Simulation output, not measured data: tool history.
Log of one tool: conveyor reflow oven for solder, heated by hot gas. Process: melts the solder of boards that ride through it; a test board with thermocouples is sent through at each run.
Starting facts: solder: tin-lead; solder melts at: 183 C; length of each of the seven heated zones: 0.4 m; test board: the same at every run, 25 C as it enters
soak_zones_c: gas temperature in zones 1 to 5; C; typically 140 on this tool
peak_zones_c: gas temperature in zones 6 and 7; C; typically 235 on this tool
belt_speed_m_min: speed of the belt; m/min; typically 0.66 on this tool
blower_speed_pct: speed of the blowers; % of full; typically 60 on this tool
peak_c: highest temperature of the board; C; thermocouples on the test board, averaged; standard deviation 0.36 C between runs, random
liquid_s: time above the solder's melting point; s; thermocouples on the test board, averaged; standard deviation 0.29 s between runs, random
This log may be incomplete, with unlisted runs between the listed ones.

run    hour  soak_zones_c  peak_zones_c  belt_speed_m_min  blower_speed_pct  peak_c  liquid_s
  1       0           140           235              0.66                60     215      54.3
  2    41.6           140           235              0.66                60   215.1      54.8
  3    72.3           140           235              0.66                60     215      54.5
       99.3  -- belt drive overhauled, speed set with a stopwatch
  4   129.8           140           240              0.66                60     219        55
  5   193.9           140           240              0.66                60   217.2      55.4
  6   251.4           140           240              0.66                60   216.7      54.4
      296.9  -- flux residue cleaned out of gas plates and filters
  7   322.5           140           235              0.66                60   214.7      52.4
  8   363.2           140           235              0.66                60   214.8      52.6
  9   392.7           140           235              0.66                60   214.3      52.4
 10     425           140           235              0.66                60   214.2      52.2
 11   455.3           140           235              0.66                60   214.2      52.2
 12     511           140           235              0.66                60   213.1      51.6
      575.2  -- thermocouples of zones 6 and 7 changed
 13   577.3           140           235              0.66                60   214.2      52.8
 14   633.3           140           235              0.66                60   214.2      52.7
 15   684.9           140           235              0.66                60   213.8      52.1
 16   717.6           140           235              0.66                60   213.3      52.4
      740.7  -- flux residue cleaned out of gas plates and filters
 17   767.4           140           235              0.66                71   218.2      56.2
 18   826.3           140           235              0.66                71   218.4      55.7
 19   855.5           140           235              0.66                59     215      53.2
 20   900.9           140           235              0.66                59   215.1      52.8
 21   936.3           140           235              0.65                60   215.4      54.1
 22   976.1           133           242              0.66                60   219.1      53.7
 23  1028.7           148           247             0.769                79   225.9      54.5
 24  1076.6           155           235              0.66                83   221.5      64.6
 25  1129.9           140           235             0.716                74   214.5      48.5
     1179.6  -- flux residue cleaned out of gas plates and filters
 26  1183.5           139           235             0.683                82   219.6      55.6
 27  1216.9           139           235             0.683                82   219.3      54.9
 28  1278.5           139           238             0.735                57   212.1      44.2
 29  1323.6           146           235              0.66                55     214      55.1
 30  1378.5           149           236             0.643                57   216.4        60
 31  1409.1           131           236             0.643                74   217.5        55

Forecast each of these 3 alternatives for the next run:
  A  1440.9           140           235              0.66                66       ?         ?
  B  1440.9           131           249             0.684                84       ?         ?
  C  1440.9           131           224             0.643                80       ?         ?

run  peak_c  liquid_s
  A   215.6      54.2
  B   228.5      58.3
  C     208      47.3
Take away the tool's hidden state, keep each run's random variation, and the runs would have read:
run  peak_c  liquid_s
  A   218.4      55.5
  B   231.6        59
  C   210.9      49.4

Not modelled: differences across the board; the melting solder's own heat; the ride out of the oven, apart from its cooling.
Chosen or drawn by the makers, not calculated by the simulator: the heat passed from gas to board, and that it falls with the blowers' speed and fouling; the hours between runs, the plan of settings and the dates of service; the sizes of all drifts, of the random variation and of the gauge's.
